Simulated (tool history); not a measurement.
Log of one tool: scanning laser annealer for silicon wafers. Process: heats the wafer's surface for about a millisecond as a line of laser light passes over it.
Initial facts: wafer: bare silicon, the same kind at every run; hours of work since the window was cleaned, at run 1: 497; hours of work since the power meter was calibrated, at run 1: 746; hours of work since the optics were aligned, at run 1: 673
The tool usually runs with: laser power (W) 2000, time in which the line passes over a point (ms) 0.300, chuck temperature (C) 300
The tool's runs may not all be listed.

run,hour,laser power (W),time in which the line passes over a point (ms),chuck temperature (C),hours of work since the window was cleaned,hours of work since the power meter was calibrated,hours of work since the optics were aligned,highest temperature of the surface (C)
1,0.0,2000,0.300,300,497,746,673,1066
2,75.7,2000,0.300,300,546,796,722,1066
3,135.5,2000,0.300,300,586,835,762,1065
4,217.1,2000,0.300,300,639,888,815,1065
5,276.5,2000,0.300,316,678,927,854,1079
# hour 359.7: window over the wafer cleaned
6,359.7,2000,0.300,300,0,981,907,1082
7,446.1,2000,0.300,300,57,1037,964,1079
# hour 510.1: optics aligned, line set to its width
8,526.2,2000,0.300,300,106,1087,11,1073
9,595.5,2000,0.354,300,151,1132,56,1132
10,660.0,1963,0.380,300,194,1174,98,1141
# hour 703.3: optics aligned, line set to its width, once more
11,724.5,1889,0.262,300,233,1213,14,994
12,779.1,1840,0.300,311,269,1249,50,1026
13,838.7,2120,0.265,261,308,1288,89,1045
14,900.3,2000,0.300,270,348,1329,129,1052
15,936.1,2000,0.300,270,372,1352,153,1048
16,1007.8,1801,0.229,266,419,1399,200,882
17,1088.1,1811,0.300,339,471,1452,252,1035
18,1139.7,1811,0.300,339,505,1486,286,1034

Each run again, without the hidden state but with its own random variation kept:
Unlogged tool condition in this case: light that passes the window, % of a clean one's; laser's true power over the reading, %; width of the line over the set one, %; drift of the gauge itself on peak_c, C.
run,highest temperature of the surface (C)
1,1089
2,1091
3,1092
4,1094
5,1110
6,1092
7,1092
8,1090
9,1152
10,1163
11,1002
12,1035
13,1057
14,1065
15,1062
16,894
17,1052
18,1051
